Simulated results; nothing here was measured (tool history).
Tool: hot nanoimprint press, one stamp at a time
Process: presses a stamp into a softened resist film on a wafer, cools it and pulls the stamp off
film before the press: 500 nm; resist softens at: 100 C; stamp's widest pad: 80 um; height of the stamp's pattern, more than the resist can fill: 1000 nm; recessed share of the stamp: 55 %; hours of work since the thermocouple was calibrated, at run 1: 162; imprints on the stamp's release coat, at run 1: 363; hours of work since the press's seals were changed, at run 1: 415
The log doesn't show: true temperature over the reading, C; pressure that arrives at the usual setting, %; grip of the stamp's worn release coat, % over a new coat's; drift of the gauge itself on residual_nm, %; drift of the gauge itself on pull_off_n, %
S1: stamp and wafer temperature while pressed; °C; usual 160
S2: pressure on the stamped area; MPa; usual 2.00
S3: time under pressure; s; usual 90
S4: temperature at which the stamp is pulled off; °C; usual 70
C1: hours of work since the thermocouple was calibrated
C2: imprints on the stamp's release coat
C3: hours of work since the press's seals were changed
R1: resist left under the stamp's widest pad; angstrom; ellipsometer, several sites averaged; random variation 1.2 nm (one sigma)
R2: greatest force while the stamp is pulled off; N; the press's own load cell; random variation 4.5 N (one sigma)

run,day,S1,S2,S3,S4,C1,C2,C3,R1,R2
1,0.000,160,2.00,90,70,162,363,415,2095,224
2,1.679,166,2.00,90,70,181,426,434,1613,224
3,4.825,160,2.00,164,70,217,544,470,1653,219
4,6.908,160,2.00,164,70,240,622,494,1638,230
# day 8.967: stamp cleaned and given a new release coat
5,9.733,160,2.00,164,70,270,29,523,1668,222
6,11.542,160,2.00,164,70,290,97,544,1634,231
7,13.962,160,2.00,164,70,318,188,571,1644,219
8,15.812,160,2.00,164,70,339,257,593,1657,215
# day 18.317: press's hydraulic seals changed and the load cell set to zero
9,20.092,160,2.00,90,70,384,405,20,2100,227
10,23.446,160,2.00,90,70,422,531,58,2105,222
11,25.775,160,2.00,90,70,449,618,85,2112,213
# day 27.962: stamp cleaned and given a new release coat
12,28.492,160,2.00,90,70,477,20,113,2116,219
13,30.700,160,2.00,90,70,502,103,138,2120,227
# day 31.675: plate thermocouple calibrated
14,32.646,160,2.00,90,70,11,171,159,2112,224
15,36.092,160,3.10,90,56,50,300,198,1691,256
16,39.842,160,3.10,90,56,93,441,241,1717,261
17,41.654,160,3.10,90,56,114,509,262,1727,271
18,45.500,164,2.66,95,75,157,653,305,1519,204
# day 46.504: stamp cleaned and given a new release coat
19,47.429,160,1.55,90,70,177,35,324,2392,221
20,49.592,157,1.55,46,75,201,116,349,3310,210
21,53.254,169,2.54,77,71,243,254,391,1369,216
22,54.879,163,3.18,90,70,261,315,409,1469,224
23,57.967,160,2.00,90,59,297,431,444,2123,254
24,61.804,160,1.41,113,55,340,575,488,2317,260
# day 65.054: stamp cleaned and given a new release coat
25,65.425,150,2.00,90,70,379,14,527,3227,217
26,67.412,160,2.14,90,65,401,89,549,2056,233
27,71.321,159,1.47,90,60,446,235,594,2568,248
# day 73.704: press's hydraulic seals changed and the load cell set to zero
28,75.117,160,2.00,56,75,485,365,16,2536,213

Hidden state at the last listed run before each entry between runs and at the first one after, where it differs:
Between runs 4 and 5: stamp cleaned and given a new release coat (day 8.967)
  grip of the stamp's worn release coat, % over a new coat's: 1.1 -> 0; drift of the gauge itself on residual_nm, %: 0.23 -> 0.31
  measured less the result without the state, R1: +2 -> +3 angstrom
Between runs 8 and 9: press's hydraulic seals changed and the load cell set to zero (day 18.317)
  true temperature over the reading, C: 0.04 -> 0.05; pressure that arrives at the usual setting, %: 99.85 -> 100.01; grip of the stamp's worn release coat, % over a new coat's: 0.4 -> 0.7; drift of the gauge itself on residual_nm, %: 0.51 -> 0.64
  measured less the result without the state, R1: +7 -> +9 angstrom
Between runs 11 and 12: stamp cleaned and given a new release coat (day 27.962)
  pressure that arrives at the usual setting, %: 99.99 -> 99.98; grip of the stamp's worn release coat, % over a new coat's: 1.1 -> 0; drift of the gauge itself on residual_nm, %: 0.83 -> 0.91
  measured less the result without the state, R1: +12 -> +14 angstrom
Between runs 13 and 14: plate thermocouple calibrated (day 31.675)
  true temperature over the reading, C: 0.07 -> 0.01; pressure that arrives at the usual setting, %: 99.98 -> 99.97; grip of the stamp's worn release coat, % over a new coat's: 0.2 -> 0.3; drift of the gauge itself on residual_nm, %: 0.98 -> 1.04
  measured less the result without the state, R1: +14 -> +21 angstrom
Between runs 18 and 19: stamp cleaned and given a new release coat (day 46.504)
  pressure that arrives at the usual setting, %: 99.94 -> 99.93; grip of the stamp's worn release coat, % over a new coat's: 1.2 -> 0.1; drift of the gauge itself on residual_nm, %: 1.47 -> 1.52
  measured less the result without the state, R1: +21 -> +33 angstrom
Between runs 24 and 25: stamp cleaned and given a new release coat (day 65.054)
  pressure that arrives at the usual setting, %: 99.9 -> 99.89; grip of the stamp's worn release coat, % over a new coat's: 1 -> 0; drift of the gauge itself on residual_nm, %: 1.99 -> 2.1
  measured less the result without the state, R1: +41 -> +60 angstrom
Between runs 27 and 28: press's hydraulic seals changed and the load cell set to zero (day 73.704)
  true temperature over the reading, C: 0.07 -> 0.08; pressure that arrives at the usual setting, %: 99.87 -> 100; grip of the stamp's worn release coat, % over a new coat's: 0.4 -> 0.6; drift of the gauge itself on residual_nm, %: 2.3 -> 2.41
  measured less the result without the state, R1: +51 -> +53 angstrom
